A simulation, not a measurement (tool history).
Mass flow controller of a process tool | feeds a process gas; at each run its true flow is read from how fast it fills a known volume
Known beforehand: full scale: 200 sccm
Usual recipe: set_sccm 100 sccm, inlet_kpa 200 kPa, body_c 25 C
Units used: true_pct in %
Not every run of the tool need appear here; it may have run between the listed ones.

run     hour  set_sccm  inlet_kpa  body_c  true_pct
  1        0       100        200      25    101.42
  2    395.9       100        200      25    101.63
  3    578.1       100        200      25    101.55
  4    814.3       100        220      25    101.73
  5   1201.2       100        200      25    101.92
  6   1493.1       100        200      25    102.11
  7   1728.9        20        200      25    109.63
  8     1927        58        200      25    103.33
  9   2141.8       100        200      25    102.34
 10   2363.8       100        200      25    102.32
 11   2637.4       100        147      25    102.57
 12   2959.8       100        147      25    102.77
 13   3353.9       100        147      25    102.87
 14   3734.7       100        147      25    103.06
 15   3975.1       100        147      25    103.29
 16   4194.9       100        147      25    103.26
 17   4423.8        67        147      25    104.41
 18   4613.5        67        147      25    104.51
 19   4943.6       102        147      23    103.48
 20   5175.1       127        196      23    103.14
      5393.8  -- controller's zero set anew
 21   5421.1       127        196      23    100.94
 22   5670.8       127        196      23    100.88
 23   6018.4       127        196      23     101.1
 24   6369.6       127        196      23    101.21
 25   6572.7       127        196      23    101.23
 26   6838.5       100        227      31    101.68
 27   7087.1       128        200      33    102.04
 28   7362.3       159        147      31    102.44
 29   7689.1        53        206      37     102.6
 30   7996.1       185        246      26    102.39
 31   8340.7       185        246      22    102.21
 32   8693.1        77        148      21    102.09
 33   9004.6       111        155      39     103.3
 34   9308.2       111        155      22    102.43
 35   9692.5       157        231      25    102.56
 36  10113.8        60        170      23    103.21

Consider 5 possible next runs. They are alternatives, not a sequence: every one starts from the tool as it was left by run 36. What does each give?
  A  10360       110        157      25         ?
  B  10360        29        252      25         ?
  C  10360        49        190      25         ?
  D  10360       100        170      23         ?
  E  10360        60        170      29         ?

run  true_pct
  A    102.86
  B    105.48
  C     103.9
  D    102.86
  E    103.74
The same runs, with their run-to-run variation unchanged, on a tool lacking any hidden condition would have given:
run  true_pct
  A     99.11
  B      98.1
  C     98.53
  D     98.98
  E     98.91

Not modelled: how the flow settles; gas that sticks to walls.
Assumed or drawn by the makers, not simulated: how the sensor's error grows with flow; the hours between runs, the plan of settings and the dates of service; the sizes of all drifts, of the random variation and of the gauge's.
